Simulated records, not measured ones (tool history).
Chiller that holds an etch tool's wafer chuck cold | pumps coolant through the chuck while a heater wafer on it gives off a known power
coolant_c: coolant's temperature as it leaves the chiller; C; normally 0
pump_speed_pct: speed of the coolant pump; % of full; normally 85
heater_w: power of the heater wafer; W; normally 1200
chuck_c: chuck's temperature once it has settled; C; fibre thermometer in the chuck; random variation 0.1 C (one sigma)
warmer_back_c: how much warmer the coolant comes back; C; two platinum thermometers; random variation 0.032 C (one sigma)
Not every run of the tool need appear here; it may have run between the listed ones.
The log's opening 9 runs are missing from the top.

run    hour  coolant_c  pump_speed_pct  heater_w  hours since the coolant was changed and the channels were flushed  hours since the pump was overhauled  hours since the chiller's thermometer was calibrated  chuck_c  warmer_back_c
 10   709.9          0              85      1200                                                               1280                                  952                                                  1335     11.2           3.96
 11   815.5          0              85      1200                                                               1386                                 1058                                                  1440     11.4           3.99
 12   936.1         -5              85      1200                                                               1507                                 1178                                                  1561      6.3           3.96
 13  1013.8         -5              85      1200                                                               1584                                 1256                                                  1639      6.2           4.02
 14  1105.1         -5              85      1200                                                               1676                                 1347                                                  1730      6.3           4.02
 15  1182.8         -5              85      1200                                                               1753                                 1425                                                  1808      6.4              4
 16  1235.7         -5              85      1200                                                               1806                                 1478                                                  1861      6.4              4
 17  1337.3          7              82      1115                                                               1908                                 1580                                                  1962     17.8            3.9
 18  1406.5          7              82      1115                                                               1977                                 1649                                                  2031     17.7           3.91
 19  1492.6          0              87       902                                                               2063                                 1735                                                  2118      8.4           2.96
 20  1590.6          2              76      1409                                                               2161                                 1833                                                  2215     16.4           5.46
 21  1673.3          0              79      1329                                                               2244                                 1916                                                  2298     13.3           4.85
 22  1779.2          0              79      1329                                                               2350                                 2022                                                  2404     13.3           4.98
 23  1892.1          0              89      1200                                                               2463                                 2134                                                  2517       11           3.85
 24  1969.3          0              89      1200                                                               2540                                 2212                                                  2594     10.8            3.8
 25  2025.9          0              89      1200                                                               2596                                 2268                                                  2651     11.2           3.91
 26  2077.4          0              89      1200                                                               2648                                 2320                                                  2702     11.3           3.81
 27  2162.5          0              89      1200                                                               2733                                 2405                                                  2787     11.1           3.87
 28  2233.8          0              89      1200                                                               2804                                 2476                                                  2859     11.2           3.89
 29  2346.4          0              85      1654                                                               2917                                 2589                                                  2971       16           5.65
 30  2407.2         -7              64      1654                                                               2978                                 2650                                                  3032     12.3           7.81
 31  2487.1         -3              95      1177                                                               3058                                 2729                                                  3112      7.5           3.51
 32  2604.4         -3              95      1177                                                               3175                                 2847                                                  3229      7.4            3.6

3 options for the next run, each taken on its own from the tool as it stands now. Forecast them:
  A  2684.2         -4              82      1398                                                               3255                                 2927                                                  3309        ?              ?
  B  2684.2        -10              75      1654                                                               3255                                 2927                                                  3309        ?              ?
  C  2684.2         -7              85       737                                                               3255                                 2927                                                  3309        ?              ?

run  chuck_c  warmer_back_c
  A      9.9              5
  B      7.5           6.54
  C     -0.1           2.54
Without the tool's unlogged condition, the same runs would have read:
run  chuck_c  warmer_back_c
  A      9.2           4.73
  B      6.4           6.19
  C     -0.3            2.4

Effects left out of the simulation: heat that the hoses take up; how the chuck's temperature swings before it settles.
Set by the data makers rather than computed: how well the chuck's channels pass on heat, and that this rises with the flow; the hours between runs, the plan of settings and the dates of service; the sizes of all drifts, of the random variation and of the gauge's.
